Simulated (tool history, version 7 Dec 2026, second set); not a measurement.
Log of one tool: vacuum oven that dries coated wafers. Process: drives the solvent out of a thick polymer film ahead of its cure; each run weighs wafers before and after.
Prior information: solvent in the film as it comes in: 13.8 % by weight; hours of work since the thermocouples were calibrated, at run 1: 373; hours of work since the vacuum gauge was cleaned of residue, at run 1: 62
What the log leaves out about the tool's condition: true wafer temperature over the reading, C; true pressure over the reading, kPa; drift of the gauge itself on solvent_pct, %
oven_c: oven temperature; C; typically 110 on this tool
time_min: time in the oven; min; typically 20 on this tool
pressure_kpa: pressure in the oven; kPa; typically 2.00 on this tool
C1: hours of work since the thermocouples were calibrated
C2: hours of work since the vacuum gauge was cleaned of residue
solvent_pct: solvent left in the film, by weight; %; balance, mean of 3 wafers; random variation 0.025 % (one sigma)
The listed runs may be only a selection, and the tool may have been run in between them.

Run 1, day 0.000: usual settings; C1 373; C2 62. Result: solvent_pct 1.62 %.
Run 2, day 2.792: usual settings but pressure_kpa 4.96 kPa; C1 425; C2 113. Result: solvent_pct 3.19 %.
Run 3, day 5.108: usual settings but time_min 21 min; C1 467; C2 156. Result: solvent_pct 1.56 %.
Run 4, day 7.400: usual settings but time_min 21 min; C1 509; C2 198. Result: solvent_pct 1.52 %.
Run 5, day 9.729: usual settings but pressure_kpa 4.06 kPa; C1 552; C2 241. Result: solvent_pct 2.67 %.
Run 6, day 12.317: usual settings but pressure_kpa 4.06 kPa; C1 600; C2 289. Result: solvent_pct 2.66 %.
Run 7, day 14.617: usual settings but time_min 13 min, pressure_kpa 4.06 kPa; C1 642; C2 331. Result: solvent_pct 3.47 %.
Run 8, day 16.850: usual settings but time_min 14 min, pressure_kpa 4.06 kPa; C1 683; C2 372. Result: solvent_pct 3.27 %.
Run 9, day 19.108: usual settings; C1 725; C2 414. Result: solvent_pct 1.61 %.
Run 10, day 20.975: usual settings; C1 759; C2 448. Result: solvent_pct 1.60 %.
Run 11, day 23.854: usual settings; C1 812; C2 501. Result: solvent_pct 1.59 %.
Run 12, day 26.242: usual settings but time_min 11 min; C1 856; C2 545. Result: solvent_pct 3.00 %.
Run 13, day 28.650: usual settings; C1 901; C2 589. Result: solvent_pct 1.60 %.
Run 14, day 29.946: usual settings but oven_c 109 C; C1 925; C2 613. Result: solvent_pct 1.71 %.
At day 30.679: oven's thermocouples calibrated.
Run 15, day 32.750: usual settings but oven_c 109 C; C1 38; C2 663. Result: solvent_pct 1.95 %.
Run 16, day 34.408: usual settings but time_min 23 min, pressure_kpa 1.29 kPa; C1 69; C2 694. Result: solvent_pct 1.20 %.
Run 17, day 36.550: usual settings but pressure_kpa 2.90 kPa; C1 108; C2 733. Result: solvent_pct 2.24 %.
Run 18, day 39.025: usual settings but oven_c 96 C, time_min 14 min, pressure_kpa 1.11 kPa; C1 154; C2 779. Result: solvent_pct 5.09 %.
Run 19, day 40.658: usual settings but time_min 13 min; C1 184; C2 809. Result: solvent_pct 2.76 %.
Run 20, day 43.150: usual settings but oven_c 96 C, time_min 12 min, pressure_kpa 1.56 kPa; C1 230; C2 855. Result: solvent_pct 6.00 %.
Run 21, day 46.058: usual settings but oven_c 96 C, time_min 12 min, pressure_kpa 1.56 kPa; C1 283; C2 908. Result: solvent_pct 5.89 %.
Run 22, day 47.412: usual settings but oven_c 96 C, time_min 12 min, pressure_kpa 1.56 kPa; C1 308; C2 933. Result: solvent_pct 5.81 %.
Run 23, day 49.738: usual settings but oven_c 119 C, time_min 10 min, pressure_kpa 1.20 kPa; C1 351; C2 976. Result: solvent_pct 1.64 %.
Run 24, day 52.588: usual settings but oven_c 95 C, time_min 32 min, pressure_kpa 2.50 kPa; C1 403; C2 1029. Result: solvent_pct 3.71 %.
Run 25, day 54.179: usual settings but time_min 12 min, pressure_kpa 5.30 kPa; C1 433; C2 1058. Result: solvent_pct 4.52 %.
Run 26, day 56.533: usual settings but time_min 11 min, pressure_kpa 3.50 kPa; C1 476; C2 1101. Result: solvent_pct 3.85 %.
Run 27, day 57.858: usual settings but oven_c 97 C, time_min 11 min, pressure_kpa 6.70 kPa; C1 501; C2 1126. Result: solvent_pct 8.79 %.
Run 28, day 60.492: usual settings but oven_c 97 C, time_min 11 min, pressure_kpa 6.70 kPa; C1 549; C2 1174. Result: solvent_pct 8.70 %.
Run 29, day 62.954: usual settings but oven_c 97 C, time_min 11 min, pressure_kpa 6.32 kPa; C1 594; C2 1220. Result: solvent_pct 8.46 %.

5 options for the next run, each taken on its own from the tool as it stands now. Forecast them:
Run A, day 65.954: usual settings but oven_c 111 C, time_min 13 min, pressure_kpa 2.55 kPa; C1 650; C2 1275. Result: solvent_pct ?.
Run B, day 65.954: usual settings but oven_c 111 C; C1 650; C2 1275. Result: solvent_pct ?.
Run C, day 65.954: usual settings but oven_c 106 C, time_min 11 min, pressure_kpa 6.32 kPa; C1 650; C2 1275. Result: solvent_pct ?.
Run D, day 65.954: usual settings but oven_c 99 C, pressure_kpa 1.58 kPa; C1 650; C2 1275. Result: solvent_pct ?.
Run E, day 65.954: usual settings but time_min 18 min, pressure_kpa 7.33 kPa; C1 650; C2 1275. Result: solvent_pct ?.

run  solvent_pct
  A         2.71
  B         1.69
  C         6.12
  D         3.37
  E         4.65
With the hidden condition removed and each run's random variation left untouched, the same runs would have given:
run  solvent_pct
  A         2.68
  B         1.55
  C         6.18
  D         3.27
  E         4.64
